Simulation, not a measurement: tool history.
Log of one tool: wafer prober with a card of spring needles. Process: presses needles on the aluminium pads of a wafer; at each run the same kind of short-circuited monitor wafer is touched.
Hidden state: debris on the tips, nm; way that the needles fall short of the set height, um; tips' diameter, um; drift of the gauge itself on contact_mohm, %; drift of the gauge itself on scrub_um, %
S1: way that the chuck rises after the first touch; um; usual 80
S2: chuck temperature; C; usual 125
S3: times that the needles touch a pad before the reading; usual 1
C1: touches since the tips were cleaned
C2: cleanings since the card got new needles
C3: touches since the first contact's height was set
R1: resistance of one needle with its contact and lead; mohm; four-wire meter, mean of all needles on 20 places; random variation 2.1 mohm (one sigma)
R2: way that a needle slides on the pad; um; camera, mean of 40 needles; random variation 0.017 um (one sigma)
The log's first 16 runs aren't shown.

{"hour": 516.8, "done": "tips cleaned on abrasive film"}
{"hour": 537.8, "done": "tips cleaned on abrasive film"}
{"run": 17, "hour": 555.4, "S1": 95, "S2": 35, "S3": 2, "C1": 4420, "C2": 62, "C3": 25293, "R1": 315, "R2": 14.24}
{"hour": 558.1, "done": "tips cleaned on abrasive film"}
{"hour": 579.4, "done": "tips cleaned on abrasive film"}
{"hour": 599.5, "done": "tips cleaned on abrasive film"}
{"run": 18, "hour": 603.1, "S1": 60, "S2": 34, "S3": 2, "C1": 900, "C2": 65, "C3": 37188, "R1": 326, "R2": 8.93}
{"hour": 619.0, "done": "tips cleaned on abrasive film"}
{"run": 19, "hour": 629.1, "S1": 66, "S2": 98, "S3": 1, "C1": 2553, "C2": 66, "C3": 43704, "R1": 459, "R2": 9.83}
{"hour": 640.8, "done": "tips cleaned on abrasive film"}
{"hour": 661.6, "done": "tips cleaned on abrasive film"}
{"run": 20, "hour": 671.7, "S1": 66, "S2": 98, "S3": 1, "C1": 2535, "C2": 68, "C3": 54333, "R1": 456, "R2": 9.84}
{"hour": 682.1, "done": "tips cleaned on abrasive film"}
{"hour": 699.7, "done": "height of the first contact set anew"}
{"hour": 702.2, "done": "tips cleaned on abrasive film"}
{"run": 21, "hour": 702.4, "S1": 81, "S2": 53, "S3": 1, "C1": 52, "C2": 70, "C3": 641, "R1": 245, "R2": 12.14}
{"hour": 724.4, "done": "tips cleaned on abrasive film"}
{"run": 22, "hour": 730.9, "S1": 67, "S2": 26, "S3": 2, "C1": 1627, "C2": 71, "C3": 7782, "R1": 320, "R2": 10.03}
{"hour": 743.7, "done": "tips cleaned on abrasive film"}
{"run": 23, "hour": 759.1, "S1": 80, "S2": 125, "S3": 1, "C1": 3872, "C2": 72, "C3": 14831, "R1": 432, "R2": 12.01}
{"hour": 764.5, "done": "tips cleaned on abrasive film"}
{"hour": 784.0, "done": "tips cleaned on abrasive film"}
{"hour": 804.2, "done": "tips cleaned on abrasive film"}
{"run": 24, "hour": 804.5, "S1": 94, "S2": 125, "S3": 1, "C1": 87, "C2": 75, "C3": 26158, "R1": 244, "R2": 14.06}
{"hour": 823.5, "done": "tips cleaned on abrasive film"}
{"run": 25, "hour": 841.7, "S1": 67, "S2": 125, "S3": 1, "C1": 4560, "C2": 76, "C3": 35454, "R1": 529, "R2": 9.99}
{"hour": 845.4, "done": "tips cleaned on abrasive film"}
{"hour": 865.4, "done": "tips cleaned on abrasive film"}
{"run": 26, "hour": 881.5, "S1": 81, "S2": 49, "S3": 2, "C1": 4036, "C2": 78, "C3": 45399, "R1": 351, "R2": 12.1}
{"hour": 884.3, "done": "tips cleaned on abrasive film"}
{"hour": 904.2, "done": "tips cleaned on abrasive film"}
{"run": 27, "hour": 918.1, "S1": 90, "S2": 106, "S3": 2, "C1": 3496, "C2": 80, "C3": 54530, "R1": 323, "R2": 13.42}
{"hour": 924.4, "done": "tips cleaned on abrasive film"}
{"hour": 945.1, "done": "tips cleaned on abrasive film"}
{"hour": 945.4, "done": "height of the first contact set anew"}
{"run": 28, "hour": 946.6, "S1": 90, "S2": 106, "S3": 2, "C1": 303, "C2": 82, "C3": 303, "R1": 248, "R2": 13.49}
{"hour": 967.8, "done": "tips cleaned on abrasive film"}
{"hour": 988.7, "done": "tips cleaned on abrasive film"}
{"run": 29, "hour": 989.1, "S1": 80, "S2": 48, "S3": 3, "C1": 122, "C2": 84, "C3": 10940, "R1": 224, "R2": 12}
{"hour": 1008.3, "done": "tips cleaned on abrasive film"}
{"run": 30, "hour": 1013.8, "S1": 80, "S2": 113, "S3": 1, "C1": 1373, "C2": 85, "C3": 17108, "R1": 345, "R2": 11.98}

3 ways to go on from here, each from the tool as it stands after run 30. What would each give?
{"hour": 1030.0, "done": "tips cleaned on abrasive film"}
{"hour": 1048.8, "done": "tips cleaned on abrasive film"}
{"run": "A", "hour": 1058.5, "S1": 68, "S2": 96, "S3": 2, "C1": 2432, "C2": 87, "C3": 28272, "R1": "?", "R2": "?"}
{"hour": 1030.0, "done": "tips cleaned on abrasive film"}
{"hour": 1048.8, "done": "tips cleaned on abrasive film"}
{"run": "B", "hour": 1058.5, "S1": 80, "S2": 113, "S3": 2, "C1": 2432, "C2": 87, "C3": 28272, "R1": "?", "R2": "?"}
{"hour": 1030.0, "done": "tips cleaned on abrasive film"}
{"hour": 1048.8, "done": "tips cleaned on abrasive film"}
{"run": "C", "hour": 1058.5, "S1": 80, "S2": 36, "S3": 1, "C1": 2432, "C2": 87, "C3": 28272, "R1": "?", "R2": "?"}

run=A R1=363 R2=10.16
run=B R1=323 R2=11.98
run=C R1=393 R2=11.99
Without the tool's hidden state the same runs would have given:
run=A R1=231 R2=10.2
run=B R1=228 R2=12.02
run=C R1=214 R2=12.03
